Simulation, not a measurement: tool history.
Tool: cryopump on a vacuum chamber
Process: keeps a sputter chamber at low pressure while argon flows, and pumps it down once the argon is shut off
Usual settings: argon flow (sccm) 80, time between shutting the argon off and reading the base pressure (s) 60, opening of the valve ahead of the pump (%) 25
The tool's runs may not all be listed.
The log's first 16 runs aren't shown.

run	day	argon flow (sccm)	time between shutting the argon off and reading the base pressure (s)	opening of the valve ahead of the pump (%)	pressure while argon flows (Pa)	pressure after the wait (uPa)
17	33.583	80	60	25	0.3197	2.08
18	36.308	80	60	25	0.3206	2.26
19	38.283	80	55	25	0.3224	2.47
20	41.071	80	55	25	0.3269	2.55
21	42.446	56	38	25	0.2298	3.14
22	44.108	56	38	25	0.2308	3.25
23	45.588	146	34	25	0.6040	3.49
24	46.954	146	34	25	0.6045	3.51
25	48.633	88	60	25	0.3661	2.88
26	50.625	103	276	25	0.4352	1.96
27	52.958	80	95	25	0.3413	2.62
28	54.408	52	60	18	0.3005	3.03
29	56.604	52	60	18	0.3038	3.19
30	58.138	52	60	18	0.3048	3.41
31	59.450	34	60	45	0.0882	3.47
# day 61.629: pump warmed up, emptied and cooled again
32	61.783	34	60	45	0.0750	2.73
33	63.183	34	60	45	0.0744	2.89
34	65.729	122	63	25	0.4823	2.92
35	68.283	122	63	25	0.4854	2.97

3 ways to go on from here, each from the tool as it stands after run 35. What would each give?
A	70.775	126	63	25	?	?
B	70.775	49	103	25	?	?
C	70.775	48	60	25	?	?

run	pressure while argon flows (Pa)	pressure after the wait (uPa)
A	0.5059	3.15
B	0.1975	2.77
C	0.1928	3.31
Without the tool's hidden state the same runs would have given:
run	pressure while argon flows (Pa)	pressure after the wait (uPa)
A	0.4887	1.26
B	0.1908	0.85
C	0.1862	1.39
